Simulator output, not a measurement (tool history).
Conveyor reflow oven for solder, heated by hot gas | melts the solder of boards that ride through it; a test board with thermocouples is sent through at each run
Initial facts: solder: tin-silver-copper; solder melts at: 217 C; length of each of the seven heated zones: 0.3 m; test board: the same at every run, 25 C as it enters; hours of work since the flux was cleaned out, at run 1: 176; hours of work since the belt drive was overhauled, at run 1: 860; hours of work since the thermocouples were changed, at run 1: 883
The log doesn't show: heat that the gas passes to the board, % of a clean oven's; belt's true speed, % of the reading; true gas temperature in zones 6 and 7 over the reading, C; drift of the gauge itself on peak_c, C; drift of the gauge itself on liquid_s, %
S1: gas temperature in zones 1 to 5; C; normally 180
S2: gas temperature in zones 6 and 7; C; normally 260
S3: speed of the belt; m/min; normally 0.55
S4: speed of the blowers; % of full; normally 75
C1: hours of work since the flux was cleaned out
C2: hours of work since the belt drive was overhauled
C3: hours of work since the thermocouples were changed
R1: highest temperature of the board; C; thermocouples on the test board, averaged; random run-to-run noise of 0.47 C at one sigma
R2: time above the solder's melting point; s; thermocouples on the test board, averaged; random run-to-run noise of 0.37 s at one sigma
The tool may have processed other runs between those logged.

{"run": 1, "hour": 0.0, "S1": 180, "S2": 260, "S3": 0.55, "S4": 75, "C1": 176, "C2": 860, "C3": 883, "R1": 242.1, "R2": 43.1}
{"run": 2, "hour": 15.8, "S1": 193, "S2": 260, "S3": 0.55, "S4": 75, "C1": 187, "C2": 871, "C3": 894, "R1": 245.1, "R2": 49.7}
{"run": 3, "hour": 44.5, "S1": 193, "S2": 260, "S3": 0.55, "S4": 75, "C1": 207, "C2": 891, "C3": 914, "R1": 245, "R2": 50.8}
{"run": 4, "hour": 64.0, "S1": 193, "S2": 260, "S3": 0.55, "S4": 75, "C1": 221, "C2": 904, "C3": 928, "R1": 245.1, "R2": 50.3}
{"hour": 92.3, "done": "flux residue cleaned out of gas plates and filters"}
{"run": 5, "hour": 102.8, "S1": 192, "S2": 260, "S3": 0.55, "S4": 75, "C1": 7, "C2": 928, "C3": 951, "R1": 245.1, "R2": 49.5}
{"run": 6, "hour": 116.7, "S1": 192, "S2": 260, "S3": 0.55, "S4": 75, "C1": 17, "C2": 938, "C3": 961, "R1": 245.2, "R2": 49.7}
{"run": 7, "hour": 134.5, "S1": 192, "S2": 260, "S3": 0.55, "S4": 75, "C1": 30, "C2": 950, "C3": 974, "R1": 244.9, "R2": 49.8}
{"run": 8, "hour": 168.1, "S1": 192, "S2": 260, "S3": 0.55, "S4": 75, "C1": 53, "C2": 974, "C3": 997, "R1": 245.2, "R2": 49.6}
{"run": 9, "hour": 194.5, "S1": 194, "S2": 260, "S3": 0.55, "S4": 75, "C1": 72, "C2": 992, "C3": 1016, "R1": 244.9, "R2": 50.5}
{"run": 10, "hour": 224.0, "S1": 180, "S2": 251, "S3": 0.55, "S4": 75, "C1": 92, "C2": 1013, "C3": 1036, "R1": 235.4, "R2": 36}
{"run": 11, "hour": 252.3, "S1": 180, "S2": 251, "S3": 0.55, "S4": 75, "C1": 112, "C2": 1033, "C3": 1056, "R1": 235, "R2": 35.2}
{"run": 12, "hour": 283.9, "S1": 180, "S2": 251, "S3": 0.55, "S4": 75, "C1": 134, "C2": 1055, "C3": 1078, "R1": 235.1, "R2": 35.5}
{"run": 13, "hour": 317.1, "S1": 180, "S2": 262, "S3": 0.55, "S4": 75, "C1": 157, "C2": 1078, "C3": 1101, "R1": 243.4, "R2": 43.7}
{"run": 14, "hour": 340.5, "S1": 180, "S2": 262, "S3": 0.55, "S4": 75, "C1": 174, "C2": 1095, "C3": 1118, "R1": 243.6, "R2": 43.3}
{"run": 15, "hour": 364.9, "S1": 180, "S2": 262, "S3": 0.55, "S4": 75, "C1": 191, "C2": 1112, "C3": 1135, "R1": 243.5, "R2": 44.3}
{"run": 16, "hour": 399.4, "S1": 180, "S2": 262, "S3": 0.55, "S4": 75, "C1": 215, "C2": 1136, "C3": 1159, "R1": 243.6, "R2": 43.9}
{"hour": 434.2, "done": "flux residue cleaned out of gas plates and filters"}
{"run": 17, "hour": 436.5, "S1": 180, "S2": 262, "S3": 0.566, "S4": 75, "C1": 2, "C2": 1158, "C3": 1182, "R1": 243.1, "R2": 41}
{"run": 18, "hour": 470.3, "S1": 189, "S2": 252, "S3": 0.55, "S4": 75, "C1": 25, "C2": 1182, "C3": 1205, "R1": 238.2, "R2": 42}
{"run": 19, "hour": 484.3, "S1": 189, "S2": 252, "S3": 0.55, "S4": 75, "C1": 35, "C2": 1192, "C3": 1215, "R1": 238, "R2": 42.1}
{"run": 20, "hour": 503.6, "S1": 180, "S2": 260, "S3": 0.531, "S4": 75, "C1": 49, "C2": 1205, "C3": 1229, "R1": 242.1, "R2": 45.2}
{"run": 21, "hour": 519.2, "S1": 191, "S2": 260, "S3": 0.531, "S4": 75, "C1": 60, "C2": 1216, "C3": 1240, "R1": 245.6, "R2": 52.6}
{"run": 22, "hour": 552.6, "S1": 191, "S2": 260, "S3": 0.531, "S4": 75, "C1": 83, "C2": 1240, "C3": 1263, "R1": 246, "R2": 51.8}
{"hour": 577.2, "done": "thermocouples of zones 6 and 7 changed"}
{"run": 23, "hour": 586.8, "S1": 180, "S2": 273, "S3": 0.579, "S4": 75, "C1": 106, "C2": 1262, "C3": 7, "R1": 251.6, "R2": 46.6}
{"run": 24, "hour": 603.6, "S1": 180, "S2": 257, "S3": 0.55, "S4": 75, "C1": 117, "C2": 1274, "C3": 19, "R1": 239.2, "R2": 40.1}
{"run": 25, "hour": 634.7, "S1": 183, "S2": 255, "S3": 0.62, "S4": 75, "C1": 139, "C2": 1296, "C3": 40, "R1": 235.1, "R2": 31.6}
{"hour": 657.5, "done": "belt drive overhauled, speed set with a stopwatch"}
{"run": 26, "hour": 669.2, "S1": 175, "S2": 267, "S3": 0.559, "S4": 71, "C1": 160, "C2": 8, "C3": 62, "R1": 244.7, "R2": 42.2}
{"run": 27, "hour": 700.7, "S1": 175, "S2": 267, "S3": 0.559, "S4": 71, "C1": 183, "C2": 30, "C3": 84, "R1": 245.4, "R2": 42.5}
{"run": 28, "hour": 715.9, "S1": 187, "S2": 252, "S3": 0.563, "S4": 75, "C1": 193, "C2": 41, "C3": 94, "R1": 236.5, "R2": 38.9}
{"run": 29, "hour": 736.7, "S1": 187, "S2": 252, "S3": 0.563, "S4": 75, "C1": 208, "C2": 55, "C3": 109, "R1": 236.1, "R2": 38.7}

3 ways to go on from here, each from the tool as it stands after run 29. What would each give?
{"run": "A", "hour": 768.4, "S1": 180, "S2": 260, "S3": 0.55, "S4": 75, "C1": 230, "C2": 78, "C3": 131, "R1": "?", "R2": "?"}
{"run": "B", "hour": 768.4, "S1": 192, "S2": 273, "S3": 0.581, "S4": 75, "C1": 230, "C2": 78, "C3": 131, "R1": "?", "R2": "?"}
{"run": "C", "hour": 768.4, "S1": 172, "S2": 260, "S3": 0.55, "S4": 75, "C1": 230, "C2": 78, "C3": 131, "R1": "?", "R2": "?"}

run=A R1=241.4 R2=43
run=B R1=253.9 R2=51.3
run=C R1=239.8 R2=38.7
Take away the tool's hidden state, keep each run's random variation, and the runs would have read:
run=A R1=241.5 R2=43.1
run=B R1=254 R2=51.4
run=C R1=240 R2=38.8

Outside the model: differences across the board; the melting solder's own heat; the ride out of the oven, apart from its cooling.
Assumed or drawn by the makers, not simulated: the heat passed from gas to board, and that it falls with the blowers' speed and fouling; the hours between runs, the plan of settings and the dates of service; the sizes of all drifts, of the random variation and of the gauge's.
